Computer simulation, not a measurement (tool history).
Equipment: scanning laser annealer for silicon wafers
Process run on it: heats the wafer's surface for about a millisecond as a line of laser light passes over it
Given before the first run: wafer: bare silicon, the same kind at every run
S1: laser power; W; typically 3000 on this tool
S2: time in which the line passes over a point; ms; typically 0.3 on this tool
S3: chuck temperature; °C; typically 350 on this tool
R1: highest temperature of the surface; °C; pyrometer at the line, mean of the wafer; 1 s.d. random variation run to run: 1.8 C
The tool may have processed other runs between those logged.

run 1 day=0 | S1=3000 S2=0.3 S3=350 | R1=1054
run 2 day=0.675 | S1=3000 S2=0.3 S3=364 | R1=1070
run 3 day=1.217 | S1=3000 S2=0.3 S3=364 | R1=1069
run 4 day=1.912 | S1=3000 S2=0.379 S3=350 | R1=1157
run 5 day=2.533 | S1=3000 S2=0.379 S3=350 | R1=1158
run 6 day=3.129 | S1=3000 S2=0.379 S3=350 | R1=1155
run 7 day=3.762 | S1=3000 S2=0.379 S3=350 | R1=1155
run 8 day=4.579 | S1=3000 S2=0.379 S3=350 | R1=1156
run 9 day=5.046 | S1=3000 S2=0.379 S3=350 | R1=1156
run 10 day=5.967 | S1=3000 S2=0.3 S3=315 | R1=1019
run 11 day=6.692 | S1=3000 S2=0.3 S3=315 | R1=1018
run 12 day=7.658 | S1=3000 S2=0.3 S3=315 | R1=1017
run 13 day=8.633 | S1=3000 S2=0.336 S3=350 | R1=1098
run 14 day=9.062 | S1=3000 S2=0.336 S3=350 | R1=1098
run 15 day=9.742 | S1=3000 S2=0.274 S3=350 | R1=1011
run 16 day=10.212 | S1=3000 S2=0.37 S3=350 | R1=1138
run 17 day=11.133 | S1=3000 S2=0.37 S3=350 | R1=1137
run 18 day=11.938 | S1=3000 S2=0.37 S3=350 | R1=1140
run 19 day=12.396 | S1=3000 S2=0.37 S3=350 | R1=1142
run 20 day=13.108 | S1=3000 S2=0.37 S3=350 | R1=1139
run 21 day=13.738 | S1=3000 S2=0.37 S3=350 | R1=1139
run 22 day=14.367 | S1=2678 S2=0.37 S3=310 | R1=994
run 23 day=15.138 | S1=2931 S2=0.301 S3=364 | R1=1045
run 24 day=15.575 | S1=3070 S2=0.261 S3=364 | R1=1027
run 25 day=16.354 | S1=2560 S2=0.341 S3=364 | R1=979
run 26 day=17.262 | S1=3118 S2=0.227 S3=364 | R1=985
-- day=17.425 window over the wafer cleaned
run 27 day=18.117 | S1=2933 S2=0.3 S3=383 | R1=1048
run 28 day=18.829 | S1=3117 S2=0.366 S3=337 | R1=1142
run 29 day=19.754 | S1=2753 S2=0.277 S3=371 | R1=958
run 30 day=20.438 | S1=2991 S2=0.213 S3=340 | R1=899
run 31 day=21.196 | S1=3000 S2=0.278 S3=375 | R1=1025
run 32 day=21.704 | S1=3000 S2=0.278 S3=375 | R1=1026
-- day=21.958 window over the wafer cleaned, once more
run 33 day=22.604 | S1=3254 S2=0.3 S3=350 | R1=1137
run 34 day=23.125 | S1=3254 S2=0.336 S3=362 | R1=1205
run 35 day=23.529 | S1=3244 S2=0.301 S3=347 | R1=1138
run 36 day=24.267 | S1=3214 S2=0.234 S3=347 | R1=1018
run 37 day=25.079 | S1=3214 S2=0.234 S3=347 | R1=1014
run 38 day=25.562 | S1=3214 S2=0.259 S3=347 | R1=1060
run 39 day=26.4 | S1=2706 S2=0.38 S3=347 | R1=1058
run 40 day=27.312 | S1=3000 S2=0.237 S3=331 | R1=951
run 41 day=27.717 | S1=3000 S2=0.237 S3=331 | R1=952

What if the next run were any one of these 4? Each begins from the tool's condition after run 41:
run A day=28.429 | S1=3000 S2=0.295 S3=331 | R1=?
run B day=28.429 | S1=3000 S2=0.274 S3=378 | R1=?
run C day=28.429 | S1=3000 S2=0.246 S3=350 | R1=?
run D day=28.429 | S1=2995 S2=0.33 S3=380 | R1=?

run=A R1=1030
run=B R1=1048
run=C R1=983
run=D R1=1127
With no hidden state in the tool, these same runs would have given:
run=A R1=1045
run=B R1=1063
run=C R1=996
run=D R1=1143

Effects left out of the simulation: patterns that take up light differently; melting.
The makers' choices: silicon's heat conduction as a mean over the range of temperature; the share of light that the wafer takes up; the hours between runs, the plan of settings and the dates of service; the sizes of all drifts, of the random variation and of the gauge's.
